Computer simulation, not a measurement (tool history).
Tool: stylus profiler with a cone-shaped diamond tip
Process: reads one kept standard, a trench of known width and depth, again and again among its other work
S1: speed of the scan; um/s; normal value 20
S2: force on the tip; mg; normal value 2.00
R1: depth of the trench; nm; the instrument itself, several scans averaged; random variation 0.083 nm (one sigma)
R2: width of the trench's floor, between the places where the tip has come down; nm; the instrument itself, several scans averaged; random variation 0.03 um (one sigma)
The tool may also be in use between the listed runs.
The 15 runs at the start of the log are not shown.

run	hour	S1	S2	R1	R2
16	285.3	20	2.00	506.24	25600
17	313.2	20	2.00	506.13	25620
18	341.1	33	2.00	506.30	25600
19	367.9	33	2.00	506.16	25530
20	382.0	33	2.00	506.16	25570
21	394.7	48	1.20	504.36	25540
22	413.3	57	1.89	505.91	25490
23	438.5	39	1.92	505.98	25530
24	463.4	61	4.41	510.62	25560
25	475.7	12	1.31	504.63	25610
26	505.1	38	2.00	506.33	25480
27	520.9	26	0.82	503.48	25570
28	545.8	5	5.87	512.79	25650
29	563.4	5	5.87	512.74	25660
30	585.8	59	1.91	505.98	25500
31	600.8	59	1.91	506.12	25490
32	621.6	10	0.97	503.85	25640
33	648.9	72	3.06	508.07	25500
34	675.8	15	1.60	505.43	25590
35	700.6	15	1.60	505.30	25620
36	726.9	9	0.91	503.62	25610
37	744.5	12	2.77	507.58	25580

4 ways to go on from here, each from the tool as it stands after run 37. What would each give?
A	773.9	9	1.18	?	?
B	773.9	12	4.93	?	?
C	773.9	52	1.76	?	?
D	773.9	12	2.56	?	?

run	R1	R2
A	504.37	25580
B	511.18	25590
C	505.53	25480
D	507.32	25600
With no hidden state in the tool, these same runs would have given:
run	R1	R2
A	504.38	25600
B	511.19	25610
C	505.53	25490
D	507.33	25620
